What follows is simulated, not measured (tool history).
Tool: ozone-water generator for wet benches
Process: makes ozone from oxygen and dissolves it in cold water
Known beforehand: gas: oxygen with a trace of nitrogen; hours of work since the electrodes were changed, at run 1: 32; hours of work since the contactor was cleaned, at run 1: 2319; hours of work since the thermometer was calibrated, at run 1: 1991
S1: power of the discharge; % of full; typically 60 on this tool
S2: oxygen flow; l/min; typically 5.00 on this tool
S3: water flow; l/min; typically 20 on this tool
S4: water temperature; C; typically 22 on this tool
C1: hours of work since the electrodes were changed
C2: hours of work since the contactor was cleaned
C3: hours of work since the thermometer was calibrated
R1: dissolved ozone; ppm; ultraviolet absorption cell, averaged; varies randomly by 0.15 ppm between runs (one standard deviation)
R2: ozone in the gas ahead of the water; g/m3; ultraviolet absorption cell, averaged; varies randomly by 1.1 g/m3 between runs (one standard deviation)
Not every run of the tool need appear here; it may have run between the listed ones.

run    hour  S1    S2  S3  S4    C1    C2    C3    R1     R2
  1     0.0  60  5.00  20  22    32  2319  1991  18.0  197.2
  2    44.1  60  5.00  20  22    60  2347  2019  18.2  197.6
  3    98.1  60  3.54  20  22    94  2381  2053  17.5  237.2
  4   185.6  60  6.34  20  22   149  2437  2108  17.8  173.4
  5   251.1  60  5.00  20  22   191  2478  2149  18.5  197.4
  6   334.2  60  5.00  20  22   243  2531  2202  17.8  196.4
  7   413.7  60  5.00  20  22   294  2581  2252  18.3  197.1
  8   468.7  60  5.00  20  22   328  2616  2287  18.1  199.0
  9   560.0  60  5.00  20  22   386  2673  2345  17.9  197.3
 10   619.4  60  5.00  13  22   424  2711  2382  25.8  198.0
 11   676.2  60  5.00  13  22   460  2747  2418  26.1  197.3
 12   758.5  60  5.00  19  22   511  2799  2470  19.2  198.0
 13   837.1  60  5.00  19  22   561  2848  2520  18.9  196.6
 14   878.9  60  5.00  20  22   588  2875  2546  18.1  196.9
 15   942.8  60  5.00  20  22   628  2915  2587  18.0  199.4
 16   993.8  60  5.00  20  22   660  2948  2619  18.1  197.9
 17  1085.2  60  5.00  20  28   718  3005  2677  16.5  195.6
 18  1154.4  80  5.00  20  27   762  3049  2721  20.8  246.1
 19  1229.0  80  5.00  20  27   809  3096  2768  20.7  242.4
 20  1283.9  80  5.00  20  27   844  3131  2802  20.9  245.8
 21  1324.6  60  6.23  20  22   869  3157  2828  18.0  176.6
 22  1393.2  45  5.00  20  22   913  3200  2872  14.3  157.7
 23  1467.3  45  5.00  20  22   960  3247  2918  14.4  157.2
     1510.4  -- water thermometer calibrated
 24  1536.1  47  5.56  20  19  1003  3290    16  15.6  153.4
 25  1607.6  97  5.00  13  18  1048  3335    61  40.4  284.1
 26  1669.6  91  4.74  14  16  1087  3375   101  37.9  279.2
 27  1720.2  91  4.74  14  16  1119  3407   133  37.6  279.6
 28  1797.4  60  5.00  20  19  1168  3455   181  18.7  194.4
 29  1857.6  60  2.64  20  22  1206  3493   220  16.7  270.8
 30  1905.5  60  4.20  20  22  1236  3524   250  17.7  214.2
 31  1958.5  60  5.94  20  22  1270  3557   283  18.1  179.7
 32  2047.0  60  5.00  20  25  1326  3613   339  17.2  197.2

Predict each of these 5 candidate next runs independently; none follows another, all start after run 32:
  A  2114.9  72  3.01  20  26  1369  3656  382   ?   ?
  B  2114.9  60  7.10  16  25  1369  3656  382   ?   ?
  C  2114.9  81  5.00  29  25  1369  3656  382   ?   ?
  D  2114.9  60  5.00  25  21  1369  3656  382   ?   ?
  E  2114.9  95  7.02  24  22  1369  3656  382   ?   ?

run    R1     R2
  A  18.6  291.2
  B  20.3  165.5
  C  14.9  247.8
  D  14.7  197.0
  E  21.9  239.4
With no hidden state in the tool, these same runs would have given:
run    R1     R2
  A  18.7  291.4
  B  20.3  165.6
  C  14.9  248.0
  D  14.7  197.2
  E  22.0  239.7

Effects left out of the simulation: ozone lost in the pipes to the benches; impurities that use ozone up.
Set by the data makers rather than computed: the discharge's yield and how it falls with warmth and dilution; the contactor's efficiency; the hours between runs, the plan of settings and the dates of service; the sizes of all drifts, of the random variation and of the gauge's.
